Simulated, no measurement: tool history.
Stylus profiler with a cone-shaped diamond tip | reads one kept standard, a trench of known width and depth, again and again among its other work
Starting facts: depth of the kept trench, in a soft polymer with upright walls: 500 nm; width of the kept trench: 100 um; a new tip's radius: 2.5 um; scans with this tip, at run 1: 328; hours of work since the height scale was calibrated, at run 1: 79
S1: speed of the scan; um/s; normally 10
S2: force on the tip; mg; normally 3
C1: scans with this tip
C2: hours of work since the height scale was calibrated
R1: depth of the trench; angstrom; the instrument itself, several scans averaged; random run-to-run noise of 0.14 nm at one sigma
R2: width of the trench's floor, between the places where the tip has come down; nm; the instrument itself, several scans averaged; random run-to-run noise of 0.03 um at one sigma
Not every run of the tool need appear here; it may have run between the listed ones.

run 1 hour=0 | S1=10 S2=3 | C1=328 C2=79 | R1=5041.2 R2=96980
run 2 hour=41.5 | S1=10 S2=3 | C1=407 C2=98 | R1=5039.9 R2=96890
run 3 hour=68.8 | S1=10 S2=3 | C1=458 C2=111 | R1=5044 R2=96910
run 4 hour=108.9 | S1=10 S2=3 | C1=534 C2=129 | R1=5044.3 R2=96930
run 5 hour=140.1 | S1=10 S2=3 | C1=593 C2=143 | R1=5040.2 R2=96880
run 6 hour=178.7 | S1=10 S2=3 | C1=666 C2=161 | R1=5039.5 R2=96860
run 7 hour=199 | S1=14 S2=3 | C1=705 C2=170 | R1=5039.7 R2=96870
run 8 hour=231.7 | S1=14 S2=3 | C1=767 C2=185 | R1=5041.9 R2=96900
run 9 hour=257 | S1=14 S2=3 | C1=815 C2=197 | R1=5041.6 R2=96950
run 10 hour=284 | S1=14 S2=3 | C1=866 C2=209 | R1=5040.4 R2=96800
-- hour=287.9 height scale calibrated on a step standard
run 11 hour=322.4 | S1=14 S2=3 | C1=937 C2=16 | R1=5041.3 R2=96890
run 12 hour=343.7 | S1=10 S2=3 | C1=978 C2=25 | R1=5036.5 R2=96900
run 13 hour=381.1 | S1=10 S2=3 | C1=1048 C2=43 | R1=5037.4 R2=96840
run 14 hour=409.5 | S1=10 S2=3 | C1=1102 C2=56 | R1=5039.1 R2=96760
-- hour=415.5 height scale calibrated on a step standard, once more
run 15 hour=444 | S1=10 S2=3 | C1=1167 C2=13 | R1=5046.1 R2=96910
run 16 hour=472 | S1=10 S2=2.36 | C1=1219 C2=26 | R1=5037.1 R2=96880
run 17 hour=498 | S1=6 S2=1.68 | C1=1269 C2=38 | R1=5027.1 R2=96810
run 18 hour=517.3 | S1=21 S2=7.69 | C1=1305 C2=47 | R1=5083.4 R2=96810
run 19 hour=536.7 | S1=10 S2=2.41 | C1=1342 C2=55 | R1=5039.7 R2=96820
run 20 hour=566.6 | S1=10 S2=2.41 | C1=1399 C2=69 | R1=5036.7 R2=96820
run 21 hour=599.3 | S1=8 S2=1.24 | C1=1460 C2=84 | R1=5022 R2=96780
run 22 hour=639.6 | S1=6 S2=3.49 | C1=1537 C2=102 | R1=5048.9 R2=96880
run 23 hour=680.6 | S1=5 S2=1.1 | C1=1614 C2=121 | R1=5023.7 R2=96880
run 24 hour=707.2 | S1=7 S2=8.32 | C1=1665 C2=133 | R1=5088.8 R2=96860
run 25 hour=725.2 | S1=9 S2=7.37 | C1=1699 C2=142 | R1=5080.4 R2=96870
run 26 hour=758.5 | S1=20 S2=8.67 | C1=1762 C2=157 | R1=5091.3 R2=96750
run 27 hour=782.6 | S1=2 S2=1.68 | C1=1807 C2=168 | R1=5027.5 R2=96850
run 28 hour=811.2 | S1=2 S2=3.36 | C1=1861 C2=181 | R1=5047.3 R2=96880
run 29 hour=843 | S1=2 S2=3.36 | C1=1921 C2=195 | R1=5048 R2=96860
run 30 hour=884.6 | S1=3 S2=1.14 | C1=2000 C2=214 | R1=5021.2 R2=96840
run 31 hour=910.7 | S1=3 S2=1.14 | C1=2050 C2=226 | R1=5019.5 R2=96840
run 32 hour=943.8 | S1=4 S2=7.01 | C1=2112 C2=242 | R1=5075.1 R2=96860

5 ways to go on from here, each from the tool as it stands after run 32. What would each give?
run A hour=970.9 | S1=9 S2=7.01 | C1=2164 C2=254 | R1=? R2=?
run B hour=970.9 | S1=3 S2=1.02 | C1=2164 C2=254 | R1=? R2=?
run C hour=970.9 | S1=6 S2=7.23 | C1=2164 C2=254 | R1=? R2=?
run D hour=970.9 | S1=33 S2=1.82 | C1=2164 C2=254 | R1=? R2=?
run E hour=970.9 | S1=13 S2=7.01 | C1=2164 C2=254 | R1=? R2=?

run=A R1=5074.5 R2=96810
run=B R1=5021.6 R2=96810
run=C R1=5078 R2=96840
run=D R1=5028.5 R2=96670
run=E R1=5075.9 R2=96820
Without the tool's unlogged condition, the same runs would have read:
run=A R1=5079.2 R2=96960
run=B R1=5026.2 R2=96960
run=C R1=5082.7 R2=96990
run=D R1=5033.1 R2=96820
run=E R1=5080.6 R2=96970
